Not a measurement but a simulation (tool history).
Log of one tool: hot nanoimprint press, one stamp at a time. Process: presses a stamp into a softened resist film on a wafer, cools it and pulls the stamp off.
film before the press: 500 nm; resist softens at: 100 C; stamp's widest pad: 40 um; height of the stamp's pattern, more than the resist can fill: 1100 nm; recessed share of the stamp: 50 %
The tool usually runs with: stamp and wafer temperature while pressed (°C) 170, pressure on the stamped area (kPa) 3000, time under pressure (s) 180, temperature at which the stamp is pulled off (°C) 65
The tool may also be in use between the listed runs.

run     day  stamp and wafer temperature while pressed (°C)  pressure on the stamped area (kPa)  time under pressure (s)  temperature at which the stamp is pulled off (°C)  resist left under the stamp's widest pad (Å)  greatest force while the stamp is pulled off (N)
  1       0                                             170                                3000                      180                                                 65                                          2244                                               259
  2   1.071                                             170                                3000                      180                                                 65                                          2251                                               252
  3   2.038                                             170                                3000                      180                                                 65                                          2269                                               261
  4   3.079                                             170                                3000                      180                                                 65                                          2272                                               283
  5   4.412                                             170                                3000                      180                                                 65                                          2264                                               302
      5.154  -- stamp cleaned and given a new release coat
  6   6.142                                             170                                3000                      180                                                 65                                          2280                                               155
  7   7.288                                             170                                3000                      180                                                 65                                          2262                                               161
  8     8.4                                             170                                3000                      180                                                 65                                          2273                                               174
  9   9.767                                             170                                3980                      180                                                 65                                          2032                                               189
 10  10.904                                             170                                3980                      180                                                 65                                          2033                                               198
 11  11.917                                             170                                3980                      180                                                 65                                          2069                                               203
 12  13.762                                             170                                3980                      180                                                 65                                          2064                                               225
 13  15.312                                             170                                3980                      180                                                 65                                          2064                                               247
 14  16.675                                             170                                2120                      180                                                 65                                          2634                                               254
 15  18.533                                             170                                2120                      180                                                 65                                          2659                                               271
     18.758  -- plate thermocouple calibrated
 16  20.708                                             170                                3000                      180                                                 61                                          2369                                               309
     21.829  -- stamp cleaned and given a new release coat
 17    22.8                                             170                                3000                      176                                                 53                                          2379                                               198
 18  24.129                                             179                                3370                      260                                                 65                                          1352                                               172
     25.046  -- plate thermocouple calibrated, once more
 19  25.888                                             180                                3370                      288                                                 65                                          1174                                               179
 20  26.988                                             170                                2280                      163                                                 65                                          2572                                               186
 21  28.696                                             170                                4780                      180                                                 70                                          1835                                               185
 22  30.496                                             170                                4780                      180                                                 70                                          1865                                               196
     31.258  -- press's hydraulic seals changed and the load cell set to zero
 23  32.096                                             170                                1850                      180                                                 70                                          2678                                               205
 24  34.079                                             177                                2030                      180                                                 70                                          2024                                               232
 25  35.271                                             177                                2030                      180                                                 70                                          2028                                               242
 26  37.133                                             177                                2030                      180                                                 70                                          2031                                               249
 27  38.538                                             177                                2030                      180                                                 70                                          2017                                               269
     38.921  -- stamp cleaned and given a new release coat
 28  40.317                                             169                                2030                      180                                                 70                                          2709                                               138
 29  41.775                                             169                                2030                      180                                                 70                                          2683                                               152

Alternative continuations, all from the tool just after run 29; predict every row:
  A  43.775                                             170                                2140                      238                                                 65                                             ?                                                 ?
  B  43.775                                             170                                3460                      298                                                 51                                             ?                                                 ?
  C  43.775                                             169                                2220                      157                                                 70                                             ?                                                 ?
  D  43.775                                             169                                2030                      302                                                 70                                             ?                                                 ?

run  resist left under the stamp's widest pad (Å)  greatest force while the stamp is pulled off (N)
  A                                          2306                                               182
  B                                          1723                                               228
  C                                          2772                                               168
  D                                          2246                                               167
Without the tool's hidden state the same runs would have given:
run  resist left under the stamp's widest pad (Å)  greatest force while the stamp is pulled off (N)
  A                                          2266                                               142
  B                                          1687                                               178
  C                                          2729                                               131
  D                                          2206                                               131
